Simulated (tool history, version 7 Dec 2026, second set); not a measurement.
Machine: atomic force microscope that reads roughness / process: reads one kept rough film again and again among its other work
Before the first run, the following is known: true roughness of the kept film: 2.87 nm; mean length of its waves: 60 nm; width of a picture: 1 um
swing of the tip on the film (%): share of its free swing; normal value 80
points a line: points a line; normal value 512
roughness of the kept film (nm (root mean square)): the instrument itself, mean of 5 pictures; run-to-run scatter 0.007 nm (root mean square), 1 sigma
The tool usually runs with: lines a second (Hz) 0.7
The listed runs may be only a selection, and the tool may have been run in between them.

run    hour  lines a second (Hz)  swing of the tip on the film (%)  points a line  roughness of the kept film (nm (root mean square))
  1       0                  0.7                                80            512                                               2.678
  2    35.9                  0.7                                80            512                                               2.691
  3    72.3                  0.7                                80            512                                               2.672
  4   116.6                  0.7                                80            512                                               2.683
  5   148.6                  0.7                                78            512                                               2.698
      161.8  -- new tip fitted
  6   185.7                  0.7                                78            512                                               2.703
  7     231                  0.7                                78            512                                               2.706
  8   270.8                  0.7                                80            378                                               2.682
  9   297.3                  0.7                                80            378                                                2.67
 10   319.1                  0.7                                80            378                                               2.678
 11   358.6                  0.7                                80            378                                               2.681
 12   380.6                  0.7                                80            378                                               2.673
 13   426.8                  0.7                                80            512                                               2.677
      440.7  -- new tip fitted
 14   470.8                  0.7                                80            512                                               2.674
 15   502.6                  0.7                                56            512                                               2.802
 16   544.9                  0.7                                80            512                                               2.677
 17   577.4                  0.7                                89            512                                               2.601
 18   604.5                  0.7                                58            512                                               2.782
 19   637.4                  0.7                                58            512                                               2.783
 20   664.2                3.608                                58            512                                                2.62
 21   686.3                  0.7                                80            512                                               2.683
 22   713.8                  0.7                                62            512                                               2.768
      720.2  -- new tip fitted
 23   747.3                  0.7                                62            512                                               2.764
 24     776                  0.7                                62            512                                               2.764
 25   817.6                1.338                                59            512                                               2.737
      828.3  -- height scale calibrated on a step standard
 26   853.5                2.206                                65            347                                               2.638
 27   877.2                3.298                                80            347                                               2.261
 28   912.9                3.311                                84            263                                               2.152
 29   939.1                3.311                                84            263                                               2.163
 30   963.5                1.877                                73            740                                               2.561
     1001.7  -- new tip fitted
 31  1005.3                0.629                                66            366                                               2.763
 32  1026.7                1.731                                60            443                                               2.702
 33  1052.5                  0.7                                82            512                                               2.665
 34  1095.9                0.867                                62            399                                               2.757
 35  1123.4                0.867                                62            399                                               2.755
 36  1167.1                0.867                                62            399                                               2.759
 37  1186.7                0.867                                62            399                                               2.749
 38  1220.8                  0.7                                85            582                                               2.631
 39  1240.3                  0.7                                85            582                                               2.643

Expected results for the next run?
 40  1262.1                0.574                                75           1006                                                   ?

{"run 40": {"roughness of the kept film (nm (root mean square))": 2.719}}
With no hidden state in the tool, this same run would have given roughness of the kept film (nm (root mean square)) 2.722.

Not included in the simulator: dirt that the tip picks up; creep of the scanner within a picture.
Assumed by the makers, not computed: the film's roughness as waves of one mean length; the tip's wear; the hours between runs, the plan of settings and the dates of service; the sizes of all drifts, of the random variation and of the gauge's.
